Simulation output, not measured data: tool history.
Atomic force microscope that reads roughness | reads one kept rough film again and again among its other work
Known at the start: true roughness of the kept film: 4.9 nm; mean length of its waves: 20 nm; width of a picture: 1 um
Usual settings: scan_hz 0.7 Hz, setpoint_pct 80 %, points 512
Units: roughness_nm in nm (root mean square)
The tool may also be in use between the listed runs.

run	hour	scan_hz	setpoint_pct	points	roughness_nm
1	0	0.7	80	512	2.401
2	10.7	0.7	80	512	2.349
3	22.8	0.7	80	512	2.292
4	44.7	0.7	80	512	2.205
5	60.4	0.7	80	512	2.148
6	71.9	0.7	80	512	2.104
# hour 83.4: new tip fitted
7	86	0.7	80	512	3.35
8	96	0.7	80	512	3.241
9	110.8	0.7	80	512	3.127
10	131.4	0.7	71	512	3.038
11	154.9	3.751	80	512	2.191
12	167.9	3.751	80	512	2.115
13	186.2	0.7	80	848	2.585
14	199.9	0.7	80	848	2.488
15	213.8	0.7	80	848	2.418
16	233.2	0.7	80	848	2.328
17	244.6	0.7	80	848	2.298
18	266.4	0.7	80	848	2.2
19	277.6	0.7	80	748	2.122
# hour 280.3: height scale calibrated on a step standard
# hour 299.2: new tip fitted
20	300.7	1.772	63	276	3.348
21	313.6	1.772	63	276	3.197
22	324.3	1.772	63	276	3.101
23	345.9	0.637	58	512	3.148
# hour 357.4: height scale calibrated on a step standard, once more
24	369.7	0.637	58	512	2.953
25	392.5	0.637	58	512	2.799
26	410.3	2.331	58	512	2.56
27	420.7	0.699	87	639	2.457
28	431	0.699	87	639	2.391
29	451.2	0.833	74	570	2.354
30	469.2	0.833	74	570	2.285
31	487.6	1.538	84	766	1.989
32	503.3	1.585	66	370	2.087
# hour 515.6: new tip fitted
33	525.2	1.585	66	370	3.205

4 ways to go on from here, each from the tool as it stands after run 33. What would each give?
A	535.9	2.314	66	422	?
B	535.9	1.585	56	370	?
C	535.9	3.193	66	674	?
D	535.9	2.813	58	370	?

run	roughness_nm
A	3.053
B	3.228
C	2.974
D	3.122
Without the tool's hidden state the same runs would have given:
run	roughness_nm
A	3.281
B	3.469
C	3.195
D	3.355
